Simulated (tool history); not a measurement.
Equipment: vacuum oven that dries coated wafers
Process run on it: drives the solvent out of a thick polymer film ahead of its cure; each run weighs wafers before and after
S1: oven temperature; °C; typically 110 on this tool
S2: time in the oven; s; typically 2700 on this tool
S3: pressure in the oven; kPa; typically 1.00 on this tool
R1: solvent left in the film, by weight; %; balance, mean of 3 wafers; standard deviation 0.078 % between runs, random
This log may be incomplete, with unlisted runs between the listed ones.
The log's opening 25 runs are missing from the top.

run   hour   S1    S2    S3    R1
 26  327.8  110  2820  0.80  5.17
 27  337.9  112  3360  2.91  4.38
 28  353.6  110  4020  1.89  3.53
 29  366.8  110  4020  1.89  3.58
 30  379.6  105  2820  0.52  7.22
 31  397.7  105  2820  0.52  7.05
 32  405.6  105  2820  0.52  6.87
 33  422.8  110  2820  0.52  4.89
 34  432.6  110  2700  2.12  5.92

3 options for the next run, each taken on its own from the tool as it stands now. Forecast them:
  A  442.0  110  1560  0.55   ?
  B  442.0  121  3540  1.75   ?
  C  442.0   99  2820  1.12   ?

run     R1
  A   9.27
  B   1.33
  C  10.09
Take away the tool's hidden state, keep each run's random variation, and the runs would have read:
run     R1
  A   9.77
  B   1.49
  C  10.60
